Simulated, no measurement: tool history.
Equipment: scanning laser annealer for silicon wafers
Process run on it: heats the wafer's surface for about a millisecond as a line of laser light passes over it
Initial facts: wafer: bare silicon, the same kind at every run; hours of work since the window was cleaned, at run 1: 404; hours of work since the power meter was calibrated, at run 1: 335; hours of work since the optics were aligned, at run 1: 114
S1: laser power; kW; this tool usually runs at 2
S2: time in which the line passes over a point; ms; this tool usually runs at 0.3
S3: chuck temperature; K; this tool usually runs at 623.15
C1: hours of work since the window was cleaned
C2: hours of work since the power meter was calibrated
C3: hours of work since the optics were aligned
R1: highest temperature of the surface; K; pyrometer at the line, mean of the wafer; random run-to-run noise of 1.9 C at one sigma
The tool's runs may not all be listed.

Run 1, hour 0: usual settings; C1 404; C2 335; C3 114. Result: R1 1421.15 K.
Run 2, hour 9: usual settings but S2 0.224 ms; C1 410; C2 341; C3 120. Result: R1 1299.15 K.
Run 3, hour 27.9: usual settings but S2 0.224 ms; C1 423; C2 354; C3 133. Result: R1 1296.15 K.
Run 4, hour 37.9: usual settings but S2 0.224 ms; C1 430; C2 361; C3 140. Result: R1 1297.15 K.
Run 5, hour 51.3: usual settings but S3 649.15 K; C1 439; C2 370; C3 149. Result: R1 1444.15 K.
Run 6, hour 67.8: usual settings but S3 649.15 K; C1 450; C2 381; C3 160. Result: R1 1439.15 K.
Run 7, hour 79: usual settings but S3 649.15 K; C1 458; C2 389; C3 168. Result: R1 1438.15 K.
Run 8, hour 89.4: usual settings but S3 649.15 K; C1 465; C2 396; C3 175. Result: R1 1443.15 K.
Run 9, hour 107.9: usual settings but S3 649.15 K; C1 477; C2 408; C3 187. Result: R1 1437.15 K.
Run 10, hour 116.3: usual settings but S1 1.714 kW; C1 483; C2 414; C3 193. Result: R1 1266.15 K.
Run 11, hour 134.6: usual settings but S1 1.714 kW; C1 495; C2 426; C3 205. Result: R1 1266.15 K.
Run 12, hour 145.6: usual settings; C1 503; C2 434; C3 213. Result: R1 1414.15 K.
Run 13, hour 163.9: usual settings but S2 0.33 ms; C1 515; C2 446; C3 225. Result: R1 1454.15 K.
Run 14, hour 175.5: usual settings but S2 0.33 ms; C1 523; C2 454; C3 233. Result: R1 1453.15 K.
Run 15, hour 191.4: usual settings but S2 0.33 ms; C1 534; C2 465; C3 244. Result: R1 1455.15 K.
Run 16, hour 207.9: usual settings but S1 1.901 kW; C1 545; C2 476; C3 255. Result: R1 1355.15 K.
Run 17, hour 222.1: usual settings but S3 632.15 K; C1 555; C2 486; C3 265. Result: R1 1417.15 K.
Run 18, hour 237.2: usual settings; C1 565; C2 496; C3 275. Result: R1 1407.15 K.
Run 19, hour 251.9: usual settings; C1 575; C2 506; C3 285. Result: R1 1405.15 K.
Run 20, hour 262.6: usual settings; C1 582; C2 513; C3 292. Result: R1 1404.15 K.
Run 21, hour 273.7: usual settings but S1 1.731 kW; C1 590; C2 521; C3 300. Result: R1 1265.15 K.
Run 22, hour 282.9: usual settings but S2 0.244 ms; C1 596; C2 527; C3 306. Result: R1 1315.15 K.
Run 23, hour 301.3: usual settings but S1 1.849 kW, S2 0.342 ms; C1 609; C2 539; C3 319. Result: R1 1377.15 K.
Run 24, hour 309.4: usual settings but S1 1.849 kW, S2 0.342 ms; C1 614; C2 545; C3 324. Result: R1 1375.15 K.
Run 25, hour 324.5: usual settings but S1 1.879 kW, S2 0.316 ms, S3 617.15 K; C1 624; C2 555; C3 334. Result: R1 1354.15 K.
Run 26, hour 340.2: usual settings but S1 2.031 kW, S2 0.257 ms, S3 600.15 K; C1 635; C2 566; C3 345. Result: R1 1327.15 K.
Run 27, hour 354.2: usual settings but S1 1.899 kW; C1 644; C2 575; C3 355. Result: R1 1348.15 K.
Run 28, hour 361.9: usual settings but S1 1.829 kW, S3 586.15 K; C1 650; C2 581; C3 360. Result: R1 1272.15 K.
Run 29, hour 375.6: usual settings but S1 1.829 kW, S3 586.15 K; C1 659; C2 590; C3 369. Result: R1 1275.15 K.
Run 30, hour 387.7: usual settings but S1 2.016 kW, S3 588.15 K; C1 667; C2 598; C3 377. Result: R1 1371.15 K.
Run 31, hour 404: usual settings but S1 1.812 kW, S3 642.15 K; C1 678; C2 609; C3 388. Result: R1 1321.15 K.
Run 32, hour 421.8: usual settings but S1 1.812 kW, S3 642.15 K; C1 690; C2 621; C3 400. Result: R1 1318.15 K.
Run 33, hour 436.9: usual settings but S1 2.179 kW, S2 0.214 ms, S3 650.15 K; C1 701; C2 632; C3 411. Result: R1 1365.15 K.
At hour 441.2: window over the wafer cleaned.
Run 34, hour 453.1: usual settings but S1 2.027 kW, S2 0.214 ms, S3 650.15 K; C1 8; C2 641; C3 420. Result: R1 1336.15 K.
Run 35, hour 465.5: usual settings but S1 1.797 kW, S2 0.378 ms; C1 16; C2 650; C3 429. Result: R1 1425.15 K.
Run 36, hour 477: usual settings but S2 0.379 ms; C1 24; C2 657; C3 437. Result: R1 1558.15 K.
Run 37, hour 492.5: usual settings but S2 0.379 ms; C1 35; C2 668; C3 447. Result: R1 1553.15 K.
Run 38, hour 508.4: usual settings but S2 0.379 ms; C1 46; C2 679; C3 458. Result: R1 1552.15 K.
Run 39, hour 525.8: usual settings but S2 0.379 ms; C1 57; C2 691; C3 470. Result: R1 1549.15 K.
Run 40, hour 544.4: usual settings but S3 660.15 K; C1 70; C2 703; C3 482. Result: R1 1468.15 K.

For each entry between runs, how does the tool's hidden state at the last listed run before it compare with that at the first listed run after it?
Logged between run 33 and run 34: window over the wafer cleaned (hour 441.2)
  light that passes the window, % of a clean one's: 95.56 -> 99.71; width of the line over the set one, %: 1.48 -> 1.51
  measured minus no-state result, R1: -59 -> -16 K
